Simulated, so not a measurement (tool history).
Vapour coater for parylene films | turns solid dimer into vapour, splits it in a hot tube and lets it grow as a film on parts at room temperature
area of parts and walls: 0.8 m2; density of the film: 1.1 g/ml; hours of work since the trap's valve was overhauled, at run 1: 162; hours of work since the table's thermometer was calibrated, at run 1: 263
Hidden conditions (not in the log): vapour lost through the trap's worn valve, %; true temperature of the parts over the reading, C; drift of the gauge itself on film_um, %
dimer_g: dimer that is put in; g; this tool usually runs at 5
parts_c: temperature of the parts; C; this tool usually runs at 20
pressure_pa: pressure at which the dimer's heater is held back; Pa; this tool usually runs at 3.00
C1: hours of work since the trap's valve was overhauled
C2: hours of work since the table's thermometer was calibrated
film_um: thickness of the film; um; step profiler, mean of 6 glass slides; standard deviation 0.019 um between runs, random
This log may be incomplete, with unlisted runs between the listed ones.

{"run": 1, "hour": 0.0, "dimer_g": 5, "parts_c": 20, "pressure_pa": 3.0, "C1": 162, "C2": 263, "film_um": 2.54}
{"run": 2, "hour": 13.1, "dimer_g": 5, "parts_c": 20, "pressure_pa": 3.0, "C1": 168, "C2": 269, "film_um": 2.53}
{"run": 3, "hour": 30.3, "dimer_g": 5, "parts_c": 20, "pressure_pa": 3.0, "C1": 176, "C2": 277, "film_um": 2.54}
{"run": 4, "hour": 41.0, "dimer_g": 5, "parts_c": 20, "pressure_pa": 3.0, "C1": 181, "C2": 282, "film_um": 2.55}
{"run": 5, "hour": 54.3, "dimer_g": 5, "parts_c": 20, "pressure_pa": 3.0, "C1": 187, "C2": 288, "film_um": 2.51}
{"run": 6, "hour": 74.3, "dimer_g": 5, "parts_c": 20, "pressure_pa": 3.0, "C1": 196, "C2": 298, "film_um": 2.52}
{"run": 7, "hour": 86.5, "dimer_g": 5, "parts_c": 12, "pressure_pa": 3.0, "C1": 202, "C2": 303, "film_um": 3.12}
{"run": 8, "hour": 103.8, "dimer_g": 5, "parts_c": 12, "pressure_pa": 3.0, "C1": 210, "C2": 311, "film_um": 3.06}
{"run": 9, "hour": 115.1, "dimer_g": 5, "parts_c": 20, "pressure_pa": 3.0, "C1": 215, "C2": 317, "film_um": 2.49}
{"run": 10, "hour": 133.0, "dimer_g": 5, "parts_c": 20, "pressure_pa": 3.0, "C1": 223, "C2": 325, "film_um": 2.48}
{"run": 11, "hour": 151.7, "dimer_g": 5, "parts_c": 20, "pressure_pa": 3.0, "C1": 232, "C2": 334, "film_um": 2.46}
{"run": 12, "hour": 166.2, "dimer_g": 5, "parts_c": 20, "pressure_pa": 3.0, "C1": 239, "C2": 340, "film_um": 2.51}
{"run": 13, "hour": 187.3, "dimer_g": 5, "parts_c": 20, "pressure_pa": 3.0, "C1": 249, "C2": 350, "film_um": 2.52}
{"run": 14, "hour": 208.1, "dimer_g": 5, "parts_c": 17, "pressure_pa": 3.0, "C1": 258, "C2": 360, "film_um": 2.63}
{"run": 15, "hour": 229.2, "dimer_g": 5, "parts_c": 17, "pressure_pa": 3.0, "C1": 268, "C2": 370, "film_um": 2.68}
{"run": 16, "hour": 240.0, "dimer_g": 2, "parts_c": 14, "pressure_pa": 3.0, "C1": 273, "C2": 375, "film_um": 1.15}
{"run": 17, "hour": 258.3, "dimer_g": 2, "parts_c": 14, "pressure_pa": 3.0, "C1": 282, "C2": 383, "film_um": 1.12}
{"hour": 269.5, "done": "trap's valve overhauled"}
{"run": 18, "hour": 276.8, "dimer_g": 5, "parts_c": 22, "pressure_pa": 10.85, "C1": 3, "C2": 390, "film_um": 2.37}
{"run": 19, "hour": 298.1, "dimer_g": 6, "parts_c": 30, "pressure_pa": 3.52, "C1": 13, "C2": 400, "film_um": 2.49}

Estimate the outcome of run 20 from the log above:
{"run": 20, "hour": 311.7, "dimer_g": 3, "parts_c": 14, "pressure_pa": 5.69, "C1": 20, "C2": 406, "film_um": "?"}

film_um: 1.83 um
Take away the tool's hidden state, keep the run-to-run variation as it was, and the same run would have given film_um 1.84 um.

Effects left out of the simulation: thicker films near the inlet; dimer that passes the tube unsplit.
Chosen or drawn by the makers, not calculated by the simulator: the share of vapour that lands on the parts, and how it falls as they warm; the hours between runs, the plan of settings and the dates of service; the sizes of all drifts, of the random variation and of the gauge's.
